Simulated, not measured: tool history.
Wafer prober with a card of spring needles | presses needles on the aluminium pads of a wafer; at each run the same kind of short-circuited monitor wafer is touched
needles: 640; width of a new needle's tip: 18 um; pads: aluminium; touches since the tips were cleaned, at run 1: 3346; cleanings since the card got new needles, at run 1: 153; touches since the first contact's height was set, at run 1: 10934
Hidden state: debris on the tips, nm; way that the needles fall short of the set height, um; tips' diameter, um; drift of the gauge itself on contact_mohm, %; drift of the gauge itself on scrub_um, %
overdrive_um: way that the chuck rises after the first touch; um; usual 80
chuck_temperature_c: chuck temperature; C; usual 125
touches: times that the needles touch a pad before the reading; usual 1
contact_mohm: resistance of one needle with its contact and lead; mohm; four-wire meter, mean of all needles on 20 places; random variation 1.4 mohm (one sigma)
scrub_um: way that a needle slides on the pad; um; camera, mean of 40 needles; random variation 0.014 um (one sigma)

run     day  overdrive_um  chuck_temperature_c  touches  touches since the tips were cleaned  cleanings since the card got new needles  touches since the first contact's height was set  contact_mohm  scrub_um
  1       0            80                  125        1                                 3346                                       153                                             10934           246     10.23
      0.404  -- tips cleaned on abrasive film
      0.971  -- tips cleaned on abrasive film
      1.538  -- tips cleaned on abrasive film
  2   1.996            80                  125        1                                 6230                                       156                                             37766           278     10.17
      2.142  -- tips cleaned on abrasive film
      2.704  -- tips cleaned on abrasive film
  3   3.258            80                  125        1                                 7475                                       158                                             54724           293     10.15
      3.404  -- tips cleaned on abrasive film
      3.971  -- tips cleaned on abrasive film
      4.533  -- tips cleaned on abrasive film
      5.242  -- tips cleaned on abrasive film
      5.946  -- tips cleaned on abrasive film
  4   6.204            80                  125        1                                 3475                                       163                                             94249           253     10.06
      6.629  -- tips cleaned on abrasive film
      6.779  -- height of the first contact set anew
      7.346  -- tips cleaned on abrasive film
  5   7.629            80                  125        1                                 3814                                       165                                             11402           237     10.23
       8.05  -- tips cleaned on abrasive film
       8.75  -- tips cleaned on abrasive film
  6   9.167            80                   36        1                                 5638                                       167                                             32076           275     10.22
       9.45  -- tips cleaned on abrasive film
     10.017  -- tips cleaned on abrasive film
     10.712  -- tips cleaned on abrasive film
     11.421  -- tips cleaned on abrasive film
     12.025  -- tips cleaned on abrasive film
  7  12.025            80                   36        1                                    0                                       172                                             70472           146     10.12
     12.729  -- tips cleaned on abrasive film
     13.438  -- tips cleaned on abrasive film
     14.125  -- tips cleaned on abrasive film
  8  14.254            80                   36        1                                 1719                                       175                                            100432           203     10.08
     14.404  -- height of the first contact set anew
     14.829  -- tips cleaned on abrasive film
     15.396  -- tips cleaned on abrasive film
       16.1  -- tips cleaned on abrasive film
     16.667  -- tips cleaned on abrasive film
  9  17.067            80                   36        1                                 5415                                       179                                             35766           279     10.18
      17.35  -- tips cleaned on abrasive film
     18.042  -- tips cleaned on abrasive film
     18.608  -- tips cleaned on abrasive film
 10  18.612            80                   36        1                                   76                                       182                                             56519           139     10.14
     19.179  -- tips cleaned on abrasive film
     19.742  -- tips cleaned on abrasive film
      20.45  -- tips cleaned on abrasive film
 11  20.975            80                  125        1                                 7140                                       185                                             88295           314     10.11
     21.121  -- tips cleaned on abrasive film
     21.688  -- tips cleaned on abrasive film
     21.979  -- height of the first contact set anew
     22.404  -- tips cleaned on abrasive film
 12  22.942            80                  125        1                                 7280                                       188                                             12971           297     10.21
     23.088  -- tips cleaned on abrasive film
     23.654  -- tips cleaned on abrasive film
     24.217  -- tips cleaned on abrasive film
 13  24.442            80                  125        2                                 3041                                       191                                             33085           206     10.19
     24.854  -- tips cleaned on abrasive film
     25.558  -- tips cleaned on abrasive film
 14  26.112            80                   73        2                                 7481                                       193                                             55552           245     10.16
     26.258  -- tips cleaned on abrasive film
     26.946  -- tips cleaned on abrasive film
 15  27.433            90                   76        1                                 6609                                       195                                             73322           276     11.41
     27.575  -- tips cleaned on abrasive film
     28.267  -- tips cleaned on abrasive film
     28.767  -- card fitted with new needles
     29.333  -- tips cleaned on abrasive film
         30  -- tips cleaned on abrasive film
     30.567  -- tips cleaned on abrasive film
 16  30.908            90                   41        3                                 4622                                         3                                             28776           138      11.5
     31.183  -- tips cleaned on abrasive film
     31.883  -- tips cleaned on abrasive film
     32.583  -- tips cleaned on abrasive film
 17  32.954            90                   41        2                                 4982                                         6                                             56259           161     11.46
     33.238  -- tips cleaned on abrasive film
     33.929  -- tips cleaned on abrasive film
     34.625  -- tips cleaned on abrasive film
 18  35.062            90                   41        2                                 5896                                         9                                             84603           170     11.39
     35.204  -- tips cleaned on abrasive film
     35.883  -- tips cleaned on abrasive film
     36.317  -- height of the first contact set anew
     36.521  -- tips cleaned on abrasive film
 19  36.521            90                   41        2                                    0                                        12                                              2718           120     11.51
     37.225  -- tips cleaned on abrasive film
     37.933  -- tips cleaned on abrasive film
     38.638  -- tips cleaned on abrasive film
     39.204  -- tips cleaned on abrasive film
 20  39.204            70                   36        2                                   37                                        16                                             38770           129      8.89
       39.9  -- tips cleaned on abrasive film
     40.604  -- tips cleaned on abrasive film
     41.292  -- tips cleaned on abrasive film
     41.996  -- tips cleaned on abrasive film
 21  42.167            87                   89        1                                 2325                                        20                                             78613           179     11.03
     42.592  -- tips cleaned on abrasive film
     43.279  -- tips cleaned on abrasive film
     43.842  -- tips cleaned on abrasive film
     43.854  -- height of the first contact set anew
     44.421  -- tips cleaned on abrasive film
 22  44.675            87                   89        1                                 3442                                        24                                             11030           182     11.12
     45.092  -- tips cleaned on abrasive film
     45.788  -- tips cleaned on abrasive film
     46.471  -- tips cleaned on abrasive film
     47.167  -- tips cleaned on abrasive film
 23   47.25            80                   61        1                                 1083                                        28                                             45599           153     10.16
     47.812  -- tips cleaned on abrasive film
     48.504  -- tips cleaned on abrasive film
     49.188  -- tips cleaned on abrasive film
     49.754  -- tips cleaned on abrasive film
 24  49.779            80                  125        3                                  346                                        32                                             79611           141     10.14
     50.346  -- tips cleaned on abrasive film
     50.908  -- tips cleaned on abrasive film
      51.45  -- height of the first contact set anew
     51.592  -- tips cleaned on abrasive film
 25  51.904            80                   35        3                                 4237                                        35                                              6134           146     10.23
     52.192  -- tips cleaned on abrasive film
      52.85  -- tips cleaned on abrasive film
     53.542  -- tips cleaned on abrasive film
     54.104  -- tips cleaned on abrasive film
 26  54.104            99                  125        2                                    0                                        39                                             35656           135     12.62

Forecast each of these 4 alternatives for the next run:
     54.671  -- tips cleaned on abrasive film
     55.375  -- tips cleaned on abrasive film
  A  55.375            86                  125        2                                    0                                        41                                             52696             ?         ?
     54.671  -- tips cleaned on abrasive film
     55.375  -- tips cleaned on abrasive film
  B  55.375            64                  125        2                                    0                                        41                                             52696             ?         ?
     54.671  -- tips cleaned on abrasive film
     55.375  -- tips cleaned on abrasive film
  C  55.375            99                  124        1                                    0                                        41                                             52696             ?         ?
     54.671  -- tips cleaned on abrasive film
     55.375  -- tips cleaned on abrasive film
  D  55.375            68                  121        2                                    0                                        41                                             52696             ?         ?

run  contact_mohm  scrub_um
  A           138     10.92
  B           148      8.06
  C           135      12.6
  D           146      8.58
Without the tool's hidden state the same runs would have given:
run  contact_mohm  scrub_um
  A           130     11.03
  B           136      8.18
  C           127     12.71
  D           135       8.7
